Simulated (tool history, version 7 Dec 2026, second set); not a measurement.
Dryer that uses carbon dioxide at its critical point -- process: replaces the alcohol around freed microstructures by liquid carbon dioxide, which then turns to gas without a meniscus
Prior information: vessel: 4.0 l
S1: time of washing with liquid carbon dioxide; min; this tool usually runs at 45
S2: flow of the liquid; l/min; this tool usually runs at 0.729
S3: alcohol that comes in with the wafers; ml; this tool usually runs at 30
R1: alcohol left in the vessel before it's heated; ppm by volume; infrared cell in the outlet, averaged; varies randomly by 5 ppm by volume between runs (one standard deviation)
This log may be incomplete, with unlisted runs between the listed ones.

{"run": 1, "hour": 0.0, "S1": 45, "S2": 0.729, "S3": 30, "R1": 56}
{"run": 2, "hour": 11.5, "S1": 55, "S2": 0.729, "S3": 30, "R1": 49}
{"run": 3, "hour": 21.6, "S1": 55, "S2": 0.729, "S3": 30, "R1": 44}
{"run": 4, "hour": 34.2, "S1": 55, "S2": 0.729, "S3": 30, "R1": 61}
{"run": 5, "hour": 50.9, "S1": 55, "S2": 0.729, "S3": 30, "R1": 56}
{"run": 6, "hour": 60.8, "S1": 55, "S2": 0.729, "S3": 30, "R1": 54}
{"run": 7, "hour": 74.9, "S1": 55, "S2": 0.729, "S3": 30, "R1": 57}
{"run": 8, "hour": 95.7, "S1": 55, "S2": 0.729, "S3": 30, "R1": 70}
{"run": 9, "hour": 110.7, "S1": 45, "S2": 0.729, "S3": 26, "R1": 61}
{"run": 10, "hour": 130.1, "S1": 45, "S2": 0.729, "S3": 26, "R1": 65}
{"run": 11, "hour": 152.6, "S1": 45, "S2": 0.729, "S3": 30, "R1": 72}
{"run": 12, "hour": 174.5, "S1": 50, "S2": 0.483, "S3": 30, "R1": 101}
{"run": 13, "hour": 188.1, "S1": 43, "S2": 0.729, "S3": 93, "R1": 96}
{"run": 14, "hour": 205.1, "S1": 72, "S2": 1.22, "S3": 69, "R1": 73}
{"run": 15, "hour": 216.7, "S1": 72, "S2": 0.649, "S3": 21, "R1": 80}
{"run": 16, "hour": 231.7, "S1": 40, "S2": 0.57, "S3": 107, "R1": 282}
{"run": 17, "hour": 242.8, "S1": 60, "S2": 1.011, "S3": 43, "R1": 79}
{"run": 18, "hour": 262.5, "S1": 64, "S2": 1.022, "S3": 26, "R1": 78}
{"hour": 274.8, "done": "inlet filter changed"}
{"run": 19, "hour": 282.2, "S1": 64, "S2": 1.022, "S3": 26, "R1": 82}
{"run": 20, "hour": 296.9, "S1": 35, "S2": 1.078, "S3": 60, "R1": 87}
{"run": 21, "hour": 307.5, "S1": 35, "S2": 1.078, "S3": 60, "R1": 69}

A few steps of R1 between consecutive runs. Split each: what settings, incoming material and random variation would produce without the hidden state, and what is left over for the hidden state, along with gauge scatter present in only one of the two compared results (measured, and without hidden state):
The tool's hidden condition here consists of: flow that reaches the vessel past the clogged filter, %; alcohol in the recycled carbon dioxide, ppm; drift of the gauge itself on alcohol_ppm, %.
Run 15 -> 16: S1 72 -> 40, S2 0.649 -> 0.570, S3 21 -> 107. R1 +202 ppm by volume: hidden state +123, all else +79.
Run 16 -> 17: S1 40 -> 60, S2 0.570 -> 1.011, S3 107 -> 43. R1 -203 ppm by volume: hidden state -118, all else -85.
